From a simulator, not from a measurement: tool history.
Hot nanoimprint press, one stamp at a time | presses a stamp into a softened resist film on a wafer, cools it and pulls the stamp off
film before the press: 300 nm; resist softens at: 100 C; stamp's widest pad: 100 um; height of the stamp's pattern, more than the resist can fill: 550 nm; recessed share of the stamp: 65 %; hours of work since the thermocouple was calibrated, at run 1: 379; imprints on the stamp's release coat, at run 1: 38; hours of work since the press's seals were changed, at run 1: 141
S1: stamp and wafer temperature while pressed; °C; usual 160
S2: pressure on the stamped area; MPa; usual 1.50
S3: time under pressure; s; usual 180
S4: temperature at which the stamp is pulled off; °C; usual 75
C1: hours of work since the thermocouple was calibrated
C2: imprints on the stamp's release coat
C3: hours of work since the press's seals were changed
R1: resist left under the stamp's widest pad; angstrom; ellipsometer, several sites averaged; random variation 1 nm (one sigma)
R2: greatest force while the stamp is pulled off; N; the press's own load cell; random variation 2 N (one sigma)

run 1 day=0.000 | S1=160 S2=1.50 S3=180 S4=75 | C1=379 C2=38 C3=141 | R1=1575 R2=125
run 2 day=0.304 | S1=160 S2=1.50 S3=180 S4=75 | C1=383 C2=61 C3=145 | R1=1584 R2=128
run 3 day=0.775 | S1=160 S2=1.50 S3=180 S4=75 | C1=389 C2=97 C3=151 | R1=1589 R2=134
run 4 day=1.138 | S1=160 S2=1.50 S3=180 S4=75 | C1=394 C2=124 C3=156 | R1=1573 R2=133
run 5 day=1.629 | S1=160 S2=2.07 S3=180 S4=75 | C1=400 C2=162 C3=162 | R1=1410 R2=134
run 6 day=1.900 | S1=160 S2=2.07 S3=180 S4=75 | C1=404 C2=183 C3=166 | R1=1398 R2=132
run 7 day=2.400 | S1=160 S2=2.15 S3=180 S4=75 | C1=410 C2=221 C3=172 | R1=1376 R2=133
run 8 day=2.838 | S1=160 S2=1.50 S3=266 S4=75 | C1=416 C2=254 C3=178 | R1=1388 R2=133
run 9 day=3.312 | S1=160 S2=1.50 S3=180 S4=75 | C1=422 C2=290 C3=184 | R1=1592 R2=137
run 10 day=3.783 | S1=160 S2=1.50 S3=180 S4=75 | C1=428 C2=326 C3=190 | R1=1578 R2=136
run 11 day=4.233 | S1=160 S2=1.50 S3=180 S4=75 | C1=434 C2=361 C3=196 | R1=1597 R2=138
run 12 day=4.558 | S1=160 S2=1.50 S3=180 S4=75 | C1=439 C2=385 C3=200 | R1=1597 R2=139
run 13 day=4.862 | S1=160 S2=1.50 S3=180 S4=75 | C1=443 C2=409 C3=204 | R1=1585 R2=142
-- day=5.096 plate thermocouple calibrated
run 14 day=5.400 | S1=160 S2=1.50 S3=180 S4=75 | C1=4 C2=440 C3=210 | R1=1461 R2=138
run 15 day=5.700 | S1=149 S2=1.50 S3=278 S4=75 | C1=8 C2=463 C3=214 | R1=2284 R2=137
run 16 day=5.929 | S1=152 S2=1.50 S3=180 S4=71 | C1=11 C2=481 C3=217 | R1=2215 R2=156
run 17 day=6.296 | S1=164 S2=1.15 S3=100 S4=62 | C1=16 C2=508 C3=221 | R1=1613 R2=190
run 18 day=6.717 | S1=164 S2=1.15 S3=100 S4=62 | C1=21 C2=541 C3=227 | R1=1594 R2=193
run 19 day=7.129 | S1=164 S2=1.15 S3=100 S4=62 | C1=27 C2=572 C3=232 | R1=1614 R2=190
run 20 day=7.488 | S1=160 S2=1.82 S3=180 S4=79 | C1=31 C2=599 C3=237 | R1=1355 R2=131

The next listed run, before its measurement:
run 21 day=7.817 | S1=158 S2=1.70 S3=186 S4=82 | C1=36 C2=625 C3=241 | R1=? R2=?

R1: 1568 angstrom
R2: 117 N
Without the tool's hidden state the same run would have given R1 1580 angstrom, R2 101 N.
